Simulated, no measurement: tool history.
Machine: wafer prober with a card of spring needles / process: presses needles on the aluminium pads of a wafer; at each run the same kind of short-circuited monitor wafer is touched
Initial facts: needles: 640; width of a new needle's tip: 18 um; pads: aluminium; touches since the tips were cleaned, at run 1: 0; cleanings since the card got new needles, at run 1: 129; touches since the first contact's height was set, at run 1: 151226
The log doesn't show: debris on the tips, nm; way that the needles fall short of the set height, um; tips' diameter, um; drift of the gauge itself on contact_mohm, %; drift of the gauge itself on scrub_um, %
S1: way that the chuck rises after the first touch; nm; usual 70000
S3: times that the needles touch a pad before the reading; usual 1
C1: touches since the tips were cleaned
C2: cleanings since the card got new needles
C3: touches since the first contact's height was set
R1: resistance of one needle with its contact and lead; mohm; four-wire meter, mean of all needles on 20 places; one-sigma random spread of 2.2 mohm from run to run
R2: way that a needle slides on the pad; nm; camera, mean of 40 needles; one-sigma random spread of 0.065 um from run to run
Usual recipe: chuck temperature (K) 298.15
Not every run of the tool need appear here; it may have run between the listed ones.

run 1 hour=0.0 | S1=70000 chuck_temperature_(K)=298.15 S3=1 | C1=0 C2=129 C3=151226 | R1=263 R2=15130
-- hour=6.5 tips cleaned on abrasive film
-- hour=11.7 tips cleaned on abrasive film
-- hour=16.9 tips cleaned on abrasive film
-- hour=23.3 tips cleaned on abrasive film
-- hour=29.8 tips cleaned on abrasive film
-- hour=35.0 tips cleaned on abrasive film
-- hour=41.5 tips cleaned on abrasive film
-- hour=46.7 tips cleaned on abrasive film
run 2 hour=51.4 | S1=70000 chuck_temperature_(K)=298.15 S3=1 | C1=3546 C2=137 C3=188956 | R1=360 R2=15000
-- hour=52.8 tips cleaned on abrasive film
-- hour=59.3 tips cleaned on abrasive film
-- hour=65.8 tips cleaned on abrasive film
-- hour=72.2 tips cleaned on abrasive film
-- hour=77.4 tips cleaned on abrasive film
-- hour=81.6 height of the first contact set anew
-- hour=84.2 tips cleaned on abrasive film
-- hour=90.7 tips cleaned on abrasive film
-- hour=97.2 tips cleaned on abrasive film
run 3 hour=98.3 | S1=70000 chuck_temperature_(K)=298.15 S3=1 | C1=840 C2=145 C3=12236 | R1=301 R2=15680
-- hour=103.5 tips cleaned on abrasive film
-- hour=110.0 tips cleaned on abrasive film
-- hour=115.2 tips cleaned on abrasive film
-- hour=120.4 tips cleaned on abrasive film
-- hour=126.8 tips cleaned on abrasive film
-- hour=133.3 tips cleaned on abrasive film
-- hour=139.8 tips cleaned on abrasive film
-- hour=146.2 tips cleaned on abrasive film
run 4 hour=150.4 | S1=70000 chuck_temperature_(K)=298.15 S3=1 | C1=3131 C2=153 C3=50502 | R1=350 R2=15600
-- hour=151.8 tips cleaned on abrasive film
-- hour=158.3 tips cleaned on abrasive film
-- hour=164.8 tips cleaned on abrasive film
-- hour=170.0 tips cleaned on abrasive film
-- hour=176.4 tips cleaned on abrasive film
run 5 hour=180.4 | S1=70000 chuck_temperature_(K)=298.15 S3=1 | C1=2973 C2=158 C3=72469 | R1=352 R2=15530
-- hour=181.8 tips cleaned on abrasive film
-- hour=187.0 tips cleaned on abrasive film
-- hour=193.5 tips cleaned on abrasive film
-- hour=200.0 tips cleaned on abrasive film
-- hour=206.4 tips cleaned on abrasive film
-- hour=212.9 tips cleaned on abrasive film
run 6 hour=217.5 | S1=70000 chuck_temperature_(K)=298.15 S3=1 | C1=3407 C2=164 C3=99619 | R1=368 R2=15270
-- hour=218.8 tips cleaned on abrasive film
-- hour=225.3 tips cleaned on abrasive film
-- hour=231.8 tips cleaned on abrasive film
-- hour=238.3 tips cleaned on abrasive film
-- hour=243.5 tips cleaned on abrasive film
-- hour=248.7 tips cleaned on abrasive film
-- hour=255.1 tips cleaned on abrasive film
-- hour=260.3 tips cleaned on abrasive film
-- hour=265.5 tips cleaned on abrasive film
-- hour=272.0 tips cleaned on abrasive film
-- hour=277.2 tips cleaned on abrasive film
run 7 hour=279.2 | S1=70000 chuck_temperature_(K)=298.15 S3=1 | C1=1455 C2=175 C3=144756 | R1=327 R2=15260
-- hour=283.1 tips cleaned on abrasive film
-- hour=288.3 tips cleaned on abrasive film
-- hour=293.5 tips cleaned on abrasive film
-- hour=299.9 tips cleaned on abrasive film
-- hour=306.4 tips cleaned on abrasive film
-- hour=311.6 tips cleaned on abrasive film
run 8 hour=312.7 | S1=80000 chuck_temperature_(K)=298.15 S3=1 | C1=814 C2=181 C3=169310 | R1=297 R2=17350
-- hour=317.9 tips cleaned on abrasive film
-- hour=323.1 tips cleaned on abrasive film
-- hour=329.6 tips cleaned on abrasive film
-- hour=334.8 tips cleaned on abrasive film
-- hour=341.3 tips cleaned on abrasive film
-- hour=347.7 tips cleaned on abrasive film
-- hour=354.2 tips cleaned on abrasive film
run 9 hour=358.4 | S1=80000 chuck_temperature_(K)=298.15 S3=1 | C1=3099 C2=188 C3=202797 | R1=339 R2=17230
-- hour=359.7 tips cleaned on abrasive film
-- hour=364.9 tips cleaned on abrasive film
-- hour=369.1 height of the first contact set anew
-- hour=371.7 tips cleaned on abrasive film
-- hour=376.9 tips cleaned on abrasive film
-- hour=383.4 tips cleaned on abrasive film
-- hour=388.6 tips cleaned on abrasive film
-- hour=395.0 tips cleaned on abrasive film
-- hour=400.2 tips cleaned on abrasive film
run 10 hour=404.0 | S1=80000 chuck_temperature_(K)=298.15 S3=1 | C1=2789 C2=196 C3=25580 | R1=332 R2=17910
-- hour=406.6 tips cleaned on abrasive film
-- hour=411.8 tips cleaned on abrasive film
-- hour=418.3 tips cleaned on abrasive film
-- hour=424.8 tips cleaned on abrasive film
-- hour=430.0 tips cleaned on abrasive film
-- hour=436.5 tips cleaned on abrasive film
run 11 hour=440.2 | S1=70000 chuck_temperature_(K)=298.15 S3=1 | C1=2814 C2=202 C3=52134 | R1=366 R2=15610
-- hour=442.9 tips cleaned on abrasive film
-- hour=449.4 tips cleaned on abrasive film
-- hour=454.5 tips cleaned on abrasive film
-- hour=461.0 tips cleaned on abrasive film
-- hour=467.5 tips cleaned on abrasive film
run 12 hour=467.9 | S1=70000 chuck_temperature_(K)=298.15 S3=1 | C1=307 C2=207 C3=72383 | R1=279 R2=15400
-- hour=473.1 tips cleaned on abrasive film
-- hour=478.3 tips cleaned on abrasive film
-- hour=484.8 tips cleaned on abrasive film
-- hour=491.2 tips cleaned on abrasive film
-- hour=497.7 tips cleaned on abrasive film
-- hour=504.2 tips cleaned on abrasive film
-- hour=510.7 tips cleaned on abrasive film
-- hour=515.9 tips cleaned on abrasive film
run 13 hour=517.0 | S1=70000 chuck_temperature_(K)=298.15 S3=1 | C1=825 C2=215 C3=108342 | R1=304 R2=15270
-- hour=522.2 tips cleaned on abrasive film
-- hour=527.4 tips cleaned on abrasive film
-- hour=533.8 tips cleaned on abrasive film
-- hour=540.3 tips cleaned on abrasive film
-- hour=545.5 tips cleaned on abrasive film
-- hour=550.7 tips cleaned on abrasive film
run 14 hour=553.4 | S1=55000 chuck_temperature_(K)=335.15 S3=2 | C1=2007 C2=221 C3=135039 | R1=359 R2=11740
-- hour=556.1 tips cleaned on abrasive film
-- hour=562.5 tips cleaned on abrasive film
-- hour=569.0 tips cleaned on abrasive film
-- hour=575.5 tips cleaned on abrasive film
-- hour=581.9 tips cleaned on abrasive film
-- hour=588.4 tips cleaned on abrasive film
-- hour=594.9 tips cleaned on abrasive film
-- hour=601.4 tips cleaned on abrasive film
run 15 hour=605.1 | S1=55000 chuck_temperature_(K)=335.15 S3=2 | C1=2795 C2=229 C3=172966 | R1=372 R2=11770
-- hour=607.8 tips cleaned on abrasive film
-- hour=613.0 tips cleaned on abrasive film
-- hour=618.2 tips cleaned on abrasive film
-- hour=624.6 tips cleaned on abrasive film
-- hour=631.1 tips cleaned on abrasive film
-- hour=636.3 tips cleaned on abrasive film
run 16 hour=640.8 | S1=55000 chuck_temperature_(K)=335.15 S3=2 | C1=3331 C2=235 C3=199088 | R1=396 R2=11600
-- hour=642.2 tips cleaned on abrasive film
-- hour=647.3 tips cleaned on abrasive film
-- hour=653.8 tips cleaned on abrasive film
-- hour=656.7 height of the first contact set anew
-- hour=659.3 tips cleaned on abrasive film
-- hour=665.8 tips cleaned on abrasive film
-- hour=672.3 tips cleaned on abrasive film
-- hour=678.7 tips cleaned on abrasive film
-- hour=685.2 tips cleaned on abrasive film
-- hour=691.7 tips cleaned on abrasive film
-- hour=696.9 tips cleaned on abrasive film
run 17 hour=698.0 | S1=68000 chuck_temperature_(K)=335.15 S3=2 | C1=854 C2=245 C3=30293 | R1=300 R2=15240
-- hour=703.2 tips cleaned on abrasive film
-- hour=708.4 tips cleaned on abrasive film
-- hour=714.9 tips cleaned on abrasive film
-- hour=721.4 tips cleaned on abrasive film
-- hour=727.8 tips cleaned on abrasive film
-- hour=734.3 tips cleaned on abrasive film
-- hour=739.5 tips cleaned on abrasive film
-- hour=746.0 tips cleaned on abrasive film
-- hour=752.5 tips cleaned on abrasive film
run 18 hour=755.7 | S1=68000 chuck_temperature_(K)=335.15 S3=2 | C1=2448 C2=254 C3=72624 | R1=330 R2=15100
-- hour=758.4 tips cleaned on abrasive film
-- hour=764.9 tips cleaned on abrasive film
-- hour=771.3 tips cleaned on abrasive film
-- hour=777.8 tips cleaned on abrasive film
-- hour=783.0 tips cleaned on abrasive film
-- hour=788.7 tips cleaned on abrasive film
run 19 hour=788.7 | S1=68000 chuck_temperature_(K)=335.15 S3=2 | C1=0 C2=260 C3=96749 | R1=270 R2=14810
-- hour=795.2 tips cleaned on abrasive film
-- hour=801.7 tips cleaned on abrasive film
-- hour=808.1 tips cleaned on abrasive film
-- hour=813.3 tips cleaned on abrasive film
run 20 hour=815.7 | S1=82000 chuck_temperature_(K)=300.15 S3=2 | C1=1756 C2=264 C3=116546 | R1=300 R2=17930
-- hour=819.6 tips cleaned on abrasive film
-- hour=824.8 tips cleaned on abrasive film
-- hour=830.0 tips cleaned on abrasive film
-- hour=836.5 tips cleaned on abrasive film
-- hour=843.0 tips cleaned on abrasive film
-- hour=849.4 tips cleaned on abrasive film
run 21 hour=853.2 | S1=82000 chuck_temperature_(K)=300.15 S3=2 | C1=2773 C2=270 C3=144008 | R1=312 R2=17860

Hidden state at the last listed run before each entry between runs and at the first one after, where it differs:
Between runs 1 and 2: tips cleaned on abrasive film (hour 6.5); tips cleaned on abrasive film (hour 11.7); tips cleaned on abrasive film (hour 16.9); tips cleaned on abrasive film (hour 23.3); tips cleaned on abrasive film (hour 29.8); tips cleaned on abrasive film (hour 35.0); tips cleaned on abrasive film (hour 41.5); tips cleaned on abrasive film (hour 46.7)
  debris on the tips, nm: 11 -> 83.4; way that the needles fall short of the set height, um: 2.69 -> 3.31; tips' diameter, um: 21.46 -> 21.68
  measured value less the no-hidden-state value, R1: +16 -> +110 mohm; R2: -610 -> -740 nm
Between runs 2 and 3: tips cleaned on abrasive film (hour 52.8); tips cleaned on abrasive film (hour 59.3); tips cleaned on abrasive film (hour 65.8); tips cleaned on abrasive film (hour 72.2); tips cleaned on abrasive film (hour 77.4); height of the first contact set anew (hour 81.6); tips cleaned on abrasive film (hour 84.2); tips cleaned on abrasive film (hour 90.7); tips cleaned on abrasive film (hour 97.2)
  debris on the tips, nm: 83.4 -> 38.6; way that the needles fall short of the set height, um: 3.31 -> 0.25; tips' diameter, um: 21.68 -> 21.88
  measured value less the no-hidden-state value, R1: +110 -> +49 mohm; R2: -740 -> -60 nm
Between runs 3 and 4: tips cleaned on abrasive film (hour 103.5); tips cleaned on abrasive film (hour 110.0); tips cleaned on abrasive film (hour 115.2); tips cleaned on abrasive film (hour 120.4); tips cleaned on abrasive film (hour 126.8); tips cleaned on abrasive film (hour 133.3); tips cleaned on abrasive film (hour 139.8); tips cleaned on abrasive film (hour 146.2)
  debris on the tips, nm: 38.6 -> 78.7; way that the needles fall short of the set height, um: 0.25 -> 0.87; tips' diameter, um: 21.88 -> 22.1
  measured value less the no-hidden-state value, R1: +49 -> +100 mohm; R2: -60 -> -200 nm
Between runs 4 and 5: tips cleaned on abrasive film (hour 151.8); tips cleaned on abrasive film (hour 158.3); tips cleaned on abrasive film (hour 164.8); tips cleaned on abrasive film (hour 170.0); tips cleaned on abrasive film (hour 176.4)
  debris on the tips, nm: 78.7 -> 84.1; way that the needles fall short of the set height, um: 0.87 -> 1.21; tips' diameter, um: 22.1 -> 22.22
  measured value less the no-hidden-state value, R1: +100 -> +107 mohm; R2: -200 -> -270 nm
Between runs 5 and 6: tips cleaned on abrasive film (hour 181.8); tips cleaned on abrasive film (hour 187.0); tips cleaned on abrasive film (hour 193.5); tips cleaned on abrasive film (hour 200.0); tips cleaned on abrasive film (hour 206.4); tips cleaned on abrasive film (hour 212.9)
  debris on the tips, nm: 84.1 -> 91.5; way that the needles fall short of the set height, um: 1.21 -> 1.69; tips' diameter, um: 22.22 -> 22.39
  measured value less the no-hidden-state value, R1: +107 -> +119 mohm; R2: -270 -> -380 nm
Between runs 6 and 7: tips cleaned on abrasive film (hour 218.8); tips cleaned on abrasive film (hour 225.3); tips cleaned on abrasive film (hour 231.8); tips cleaned on abrasive film (hour 238.3); tips cleaned on abrasive film (hour 243.5); tips cleaned on abrasive film (hour 248.7); tips cleaned on abrasive film (hour 255.1); tips cleaned on abrasive film (hour 260.3); tips cleaned on abrasive film (hour 265.5); tips cleaned on abrasive film (hour 272.0); tips cleaned on abrasive film (hour 277.2)
  debris on the tips, nm: 91.5 -> 55.9; way that the needles fall short of the set height, um: 1.69 -> 2.42; tips' diameter, um: 22.39 -> 22.64
  measured value less the no-hidden-state value, R1: +119 -> +78 mohm; R2: -380 -> -550 nm
Between runs 7 and 8: tips cleaned on abrasive film (hour 283.1); tips cleaned on abrasive film (hour 288.3); tips cleaned on abrasive film (hour 293.5); tips cleaned on abrasive film (hour 299.9); tips cleaned on abrasive film (hour 306.4); tips cleaned on abrasive film (hour 311.6)
  debris on the tips, nm: 55.9 -> 37.7; way that the needles fall short of the set height, um: 2.42 -> 2.95; tips' diameter, um: 22.64 -> 22.83
  measured value less the no-hidden-state value, R1: +78 -> +44 mohm; R2: -550 -> -670 nm
Between runs 8 and 9: tips cleaned on abrasive film (hour 317.9); tips cleaned on abrasive film (hour 323.1); tips cleaned on abrasive film (hour 329.6); tips cleaned on abrasive film (hour 334.8); tips cleaned on abrasive film (hour 341.3); tips cleaned on abrasive film (hour 347.7); tips cleaned on abrasive film (hour 354.2)
  debris on the tips, nm: 37.7 -> 80.4; way that the needles fall short of the set height, um: 2.95 -> 3.51; tips' diameter, um: 22.83 -> 23.02
  measured value less the no-hidden-state value, R1: +44 -> +91 mohm; R2: -670 -> -790 nm
Between runs 9 and 10: tips cleaned on abrasive film (hour 359.7); tips cleaned on abrasive film (hour 364.9); height of the first contact set anew (hour 369.1); tips cleaned on abrasive film (hour 371.7); tips cleaned on abrasive film (hour 376.9); tips cleaned on abrasive film (hour 383.4); tips cleaned on abrasive film (hour 388.6); tips cleaned on abrasive film (hour 395.0); tips cleaned on abrasive film (hour 400.2)
  debris on the tips, nm: 80.4 -> 78.1; way that the needles fall short of the set height, um: 3.51 -> 0.48; tips' diameter, um: 23.02 -> 23.24
  measured value less the no-hidden-state value, R1: +91 -> +84 mohm; R2: -790 -> -110 nm
Between runs 10 and 11: tips cleaned on abrasive film (hour 406.6); tips cleaned on abrasive film (hour 411.8); tips cleaned on abrasive film (hour 418.3); tips cleaned on abrasive film (hour 424.8); tips cleaned on abrasive film (hour 430.0); tips cleaned on abrasive film (hour 436.5)
  debris on the tips, nm: 78.1 -> 83.9; way that the needles fall short of the set height, um: 0.48 -> 0.96; tips' diameter, um: 23.24 -> 23.4
  measured value less the no-hidden-state value, R1: +84 -> +118 mohm; R2: -110 -> -210 nm
Between runs 11 and 12: tips cleaned on abrasive film (hour 442.9); tips cleaned on abrasive film (hour 449.4); tips cleaned on abrasive film (hour 454.5); tips cleaned on abrasive film (hour 461.0); tips cleaned on abrasive film (hour 467.5)
  debris on the tips, nm: 83.9 -> 18.8; way that the needles fall short of the set height, um: 0.96 -> 1.33; tips' diameter, um: 23.4 -> 23.53
  measured value less the no-hidden-state value, R1: +118 -> +29 mohm; R2: -210 -> -300 nm
Between runs 12 and 13: tips cleaned on abrasive film (hour 473.1); tips cleaned on abrasive film (hour 478.3); tips cleaned on abrasive film (hour 484.8); tips cleaned on abrasive film (hour 491.2); tips cleaned on abrasive film (hour 497.7); tips cleaned on abrasive film (hour 504.2); tips cleaned on abrasive film (hour 510.7); tips cleaned on abrasive film (hour 515.9)
  debris on the tips, nm: 18.8 -> 35.1; way that the needles fall short of the set height, um: 1.33 -> 1.98; tips' diameter, um: 23.53 -> 23.76
  measured value less the no-hidden-state value, R1: +29 -> +53 mohm; R2: -300 -> -440 nm
Between runs 13 and 14: tips cleaned on abrasive film (hour 522.2); tips cleaned on abrasive film (hour 527.4); tips cleaned on abrasive film (hour 533.8); tips cleaned on abrasive film (hour 540.3); tips cleaned on abrasive film (hour 545.5); tips cleaned on abrasive film (hour 550.7)
  debris on the tips, nm: 35.1 -> 69.8; way that the needles fall short of the set height, um: 1.98 -> 2.41; tips' diameter, um: 23.76 -> 23.91
  measured value less the no-hidden-state value, R1: +53 -> +97 mohm; R2: -440 -> -540 nm
Between runs 14 and 15: tips cleaned on abrasive film (hour 556.1); tips cleaned on abrasive film (hour 562.5); tips cleaned on abrasive film (hour 569.0); tips cleaned on abrasive film (hour 575.5); tips cleaned on abrasive film (hour 581.9); tips cleaned on abrasive film (hour 588.4); tips cleaned on abrasive film (hour 594.9); tips cleaned on abrasive film (hour 601.4)
  debris on the tips, nm: 69.8 -> 78; way that the needles fall short of the set height, um: 2.41 -> 2.93; tips' diameter, um: 23.91 -> 24.1
  measured value less the no-hidden-state value, R1: +97 -> +111 mohm; R2: -540 -> -660 nm
Between runs 15 and 16: tips cleaned on abrasive film (hour 607.8); tips cleaned on abrasive film (hour 613.0); tips cleaned on abrasive film (hour 618.2); tips cleaned on abrasive film (hour 624.6); tips cleaned on abrasive film (hour 631.1); tips cleaned on abrasive film (hour 636.3)
  debris on the tips, nm: 78 -> 93.9; way that the needles fall short of the set height, um: 2.93 -> 3.44; tips' diameter, um: 24.1 -> 24.27
  measured value less the no-hidden-state value, R1: +111 -> +137 mohm; R2: -660 -> -770 nm
Between runs 16 and 17: tips cleaned on abrasive film (hour 642.2); tips cleaned on abrasive film (hour 647.3); tips cleaned on abrasive film (hour 653.8); height of the first contact set anew (hour 656.7); tips cleaned on abrasive film (hour 659.3); tips cleaned on abrasive film (hour 665.8); tips cleaned on abrasive film (hour 672.3); tips cleaned on abrasive film (hour 678.7); tips cleaned on abrasive film (hour 685.2); tips cleaned on abrasive film (hour 691.7); tips cleaned on abrasive film (hour 696.9)
  debris on the tips, nm: 93.9 -> 40.6; way that the needles fall short of the set height, um: 3.44 -> 0.54; tips' diameter, um: 24.27 -> 24.55
  measured value less the no-hidden-state value, R1: +137 -> +39 mohm; R2: -770 -> -130 nm
Between runs 17 and 18: tips cleaned on abrasive film (hour 703.2); tips cleaned on abrasive film (hour 708.4); tips cleaned on abrasive film (hour 714.9); tips cleaned on abrasive film (hour 721.4); tips cleaned on abrasive film (hour 727.8); tips cleaned on abrasive film (hour 734.3); tips cleaned on abrasive film (hour 739.5); tips cleaned on abrasive film (hour 746.0); tips cleaned on abrasive film (hour 752.5)
  debris on the tips, nm: 40.6 -> 74; way that the needles fall short of the set height, um: 0.54 -> 1.29; tips' diameter, um: 24.55 -> 24.81
  measured value less the no-hidden-state value, R1: +39 -> +70 mohm; R2: -130 -> -290 nm
Between runs 18 and 19: tips cleaned on abrasive film (hour 758.4); tips cleaned on abrasive film (hour 764.9); tips cleaned on abrasive film (hour 771.3); tips cleaned on abrasive film (hour 777.8); tips cleaned on abrasive film (hour 783.0); tips cleaned on abrasive film (hour 788.7)
  debris on the tips, nm: 74 -> 8.6; way that the needles fall short of the set height, um: 1.29 -> 1.7; tips' diameter, um: 24.81 -> 24.95
  measured value less the no-hidden-state value, R1: +70 -> +11 mohm; R2: -290 -> -380 nm
Between runs 19 and 20: tips cleaned on abrasive film (hour 795.2); tips cleaned on abrasive film (hour 801.7); tips cleaned on abrasive film (hour 808.1); tips cleaned on abrasive film (hour 813.3)
  debris on the tips, nm: 8.6 -> 61.7; way that the needles fall short of the set height, um: 1.7 -> 2.03; tips' diameter, um: 24.95 -> 25.07
  measured value less the no-hidden-state value, R1: +11 -> +47 mohm; R2: -380 -> -460 nm
Between runs 20 and 21: tips cleaned on abrasive film (hour 819.6); tips cleaned on abrasive film (hour 824.8); tips cleaned on abrasive film (hour 830.0); tips cleaned on abrasive film (hour 836.5); tips cleaned on abrasive film (hour 843.0); tips cleaned on abrasive film (hour 849.4)
  debris on the tips, nm: 61.7 -> 80.1; way that the needles fall short of the set height, um: 2.03 -> 2.56; tips' diameter, um: 25.07 -> 25.25
  measured value less the no-hidden-state value, R1: +47 -> +60 mohm; R2: -460 -> -580 nm

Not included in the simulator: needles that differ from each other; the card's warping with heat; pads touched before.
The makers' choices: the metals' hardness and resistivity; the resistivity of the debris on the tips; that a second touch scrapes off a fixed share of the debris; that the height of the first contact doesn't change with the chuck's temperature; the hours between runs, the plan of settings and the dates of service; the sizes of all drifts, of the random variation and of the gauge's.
